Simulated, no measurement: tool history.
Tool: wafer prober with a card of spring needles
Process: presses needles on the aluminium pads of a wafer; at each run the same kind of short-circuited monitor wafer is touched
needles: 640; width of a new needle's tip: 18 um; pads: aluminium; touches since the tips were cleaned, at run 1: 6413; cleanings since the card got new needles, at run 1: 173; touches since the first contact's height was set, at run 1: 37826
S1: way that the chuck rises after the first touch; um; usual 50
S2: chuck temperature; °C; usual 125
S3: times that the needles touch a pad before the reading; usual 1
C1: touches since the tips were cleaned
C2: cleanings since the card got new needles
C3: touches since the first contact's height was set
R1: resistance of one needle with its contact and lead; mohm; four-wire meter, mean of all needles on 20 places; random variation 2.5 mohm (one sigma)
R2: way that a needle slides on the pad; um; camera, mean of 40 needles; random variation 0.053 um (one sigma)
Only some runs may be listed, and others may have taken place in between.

run    hour  S1   S2  S3    C1   C2      C3   R1     R2
  1     0.0  50  125   1  6413  173   37826  490   9.42
        4.3  -- tips cleaned on abrasive film
       25.0  -- tips cleaned on abrasive film
       41.7  -- tips cleaned on abrasive film
       62.6  -- tips cleaned on abrasive film
  2    67.9  50  125   1  2249  177   66214  419   9.33
       80.5  -- tips cleaned on abrasive film
      101.4  -- tips cleaned on abrasive film
  3   111.2  53  125   1  4114  179   84286  446   9.91
      119.6  -- tips cleaned on abrasive film
      140.4  -- tips cleaned on abrasive film
      161.3  -- tips cleaned on abrasive film
      178.0  -- tips cleaned on abrasive film
  4   189.1  32  125   1  4679  183  116887  788   5.75
      197.5  -- tips cleaned on abrasive film
      218.4  -- tips cleaned on abrasive film
      239.3  -- tips cleaned on abrasive film
  5   252.8  32  125   1  5680  186  143509  814   5.75
      257.0  -- tips cleaned on abrasive film
      273.7  -- tips cleaned on abrasive film
      274.0  -- height of the first contact set anew
      290.7  -- tips cleaned on abrasive film
      311.6  -- tips cleaned on abrasive film
  6   322.4  32  125   1  4571  190   20257  839   5.49
      330.8  -- tips cleaned on abrasive film
      347.5  -- tips cleaned on abrasive film
      368.4  -- tips cleaned on abrasive film
      389.1  -- tips cleaned on abrasive film
      405.8  -- tips cleaned on abrasive film
  7   408.2  32  125   1  1036  195   56101  550   5.40
      424.9  -- tips cleaned on abrasive film
      445.8  -- tips cleaned on abrasive film
  8   447.4  32  125   1   682  197   72490  541   5.33
      464.1  -- tips cleaned on abrasive film
      485.0  -- tips cleaned on abrasive film
  9   491.7  50  125   1  2807  199   91004  447   8.72
      504.2  -- tips cleaned on abrasive film
      525.0  -- tips cleaned on abrasive film
 10   535.4  50  125   1  4347  201  109283  499   8.69
      543.8  -- tips cleaned on abrasive film
      564.4  -- tips cleaned on abrasive film
      585.3  -- tips cleaned on abrasive film
 11   591.7  41  125   1  2701  204  132832  553   6.96
      604.3  -- tips cleaned on abrasive film
      621.0  -- tips cleaned on abrasive film
      637.7  -- tips cleaned on abrasive film
      642.1  -- height of the first contact set anew
      658.9  -- tips cleaned on abrasive film
      678.9  -- tips cleaned on abrasive film
 12   678.9  50   86   1     0  209   15369  311   9.40
      699.7  -- tips cleaned on abrasive film
      708.4  -- height of the first contact set anew, once more
      716.8  -- tips cleaned on abrasive film
 13   733.3  50  125   1  6961  211   10452  505   9.44
      737.6  -- tips cleaned on abrasive film
      758.4  -- tips cleaned on abrasive film
      779.3  -- tips cleaned on abrasive film
 14   783.1  50  125   1  1582  214   31231  420   9.43
      799.8  -- tips cleaned on abrasive film
      816.5  -- tips cleaned on abrasive film
      837.3  -- tips cleaned on abrasive film
      858.2  -- tips cleaned on abrasive film
 15   874.2  50  125   1  6712  218   69355  531   9.30
      878.4  -- tips cleaned on abrasive film
      895.1  -- tips cleaned on abrasive film
      915.8  -- tips cleaned on abrasive film
      932.5  -- tips cleaned on abrasive film
 16   947.1  50  125   1  6118  222   99822  518   9.25
      951.3  -- tips cleaned on abrasive film
      968.0  -- tips cleaned on abrasive film
      984.8  -- tips cleaned on abrasive film
     1005.6  -- tips cleaned on abrasive film
 17  1011.3  41   46   1  2400  226  126654  552   7.54
     1023.9  -- tips cleaned on abrasive film
     1044.7  -- tips cleaned on abrasive film
     1061.5  -- tips cleaned on abrasive film
     1074.2  -- height of the first contact set anew
     1082.6  -- tips cleaned on abrasive film
     1099.3  -- tips cleaned on abrasive film
 18  1107.6  38   46   1  3490  231   13962  614   7.16
     1117.3  -- tips cleaned on abrasive film
     1138.2  -- tips cleaned on abrasive film
     1159.1  -- tips cleaned on abrasive film
     1179.9  -- tips cleaned on abrasive film
     1200.0  -- tips cleaned on abrasive film
 19  1200.0  64   46   2     0  236   52550  284  11.98
     1220.8  -- tips cleaned on abrasive film
     1237.5  -- tips cleaned on abrasive film
 20  1250.8  64   46   2  5587  238   73843  362  12.09
     1255.1  -- tips cleaned on abrasive film
     1271.8  -- tips cleaned on abrasive film
     1288.5  -- tips cleaned on abrasive film
 21  1299.2  50   74   1  4488  241   94038  521   9.28
     1307.6  -- tips cleaned on abrasive film
     1324.3  -- tips cleaned on abrasive film
     1345.2  -- tips cleaned on abrasive film
 22  1350.8  51  101   1  2381  244  115616  463   9.52
     1363.4  -- tips cleaned on abrasive film
     1384.2  -- tips cleaned on abrasive film
     1401.0  -- tips cleaned on abrasive film
     1421.8  -- tips cleaned on abrasive film
 23  1424.1  50   60   2   948  248  146232  333   9.26
     1440.8  -- tips cleaned on abrasive film
     1441.1  -- height of the first contact set anew
     1461.6  -- tips cleaned on abrasive film
     1482.3  -- tips cleaned on abrasive film
     1499.0  -- tips cleaned on abrasive film
     1518.0  -- tips cleaned on abrasive film
 24  1518.0  57   60   1     0  253   32171  305  10.63
     1538.6  -- tips cleaned on abrasive film
     1550.6  -- card fitted with new needles
     1571.4  -- tips cleaned on abrasive film
     1588.1  -- tips cleaned on abrasive film
 25  1604.5  63   60   2  6905    2   22552  318  11.89
     1608.8  -- tips cleaned on abrasive film
     1625.5  -- tips cleaned on abrasive film
     1646.3  -- tips cleaned on abrasive film
     1663.0  -- tips cleaned on abrasive film
 26  1673.7  39  125   2  4485    6   51469  395   7.28
     1682.1  -- tips cleaned on abrasive film
     1703.0  -- tips cleaned on abrasive film
     1723.8  -- tips cleaned on abrasive film
     1744.6  -- tips cleaned on abrasive film
     1763.4  -- tips cleaned on abrasive film
 27  1763.4  50   72   2     0   11   88936  286   9.20

Each run again, without the hidden state but with its own random variation kept:
Hidden state at play: debris on the tips, nm; way that the needles fall short of the set height, um; tips' diameter, um; drift of the gauge itself on contact_mohm, %; drift of the gauge itself on scrub_um, %.
run   R1     R2
  1  293   9.50
  2  296   9.50
  3  289  10.11
  4  312   6.02
  5  311   6.08
  6  312   6.08
  7  308   6.08
  8  313   6.06
  9  288   9.48
 10  294   9.49
 11  300   7.82
 12  277   9.43
 13  290   9.46
 14  296   9.50
 15  295   9.45
 16  292   9.48
 17  277   7.84
 18  273   7.20
 19  263  12.11
 20  266  12.25
 21  280   9.49
 22  286   9.79
 23  270   9.60
 24  272  10.71
 25  270  11.93
 26  304   7.39
 27  277   9.41

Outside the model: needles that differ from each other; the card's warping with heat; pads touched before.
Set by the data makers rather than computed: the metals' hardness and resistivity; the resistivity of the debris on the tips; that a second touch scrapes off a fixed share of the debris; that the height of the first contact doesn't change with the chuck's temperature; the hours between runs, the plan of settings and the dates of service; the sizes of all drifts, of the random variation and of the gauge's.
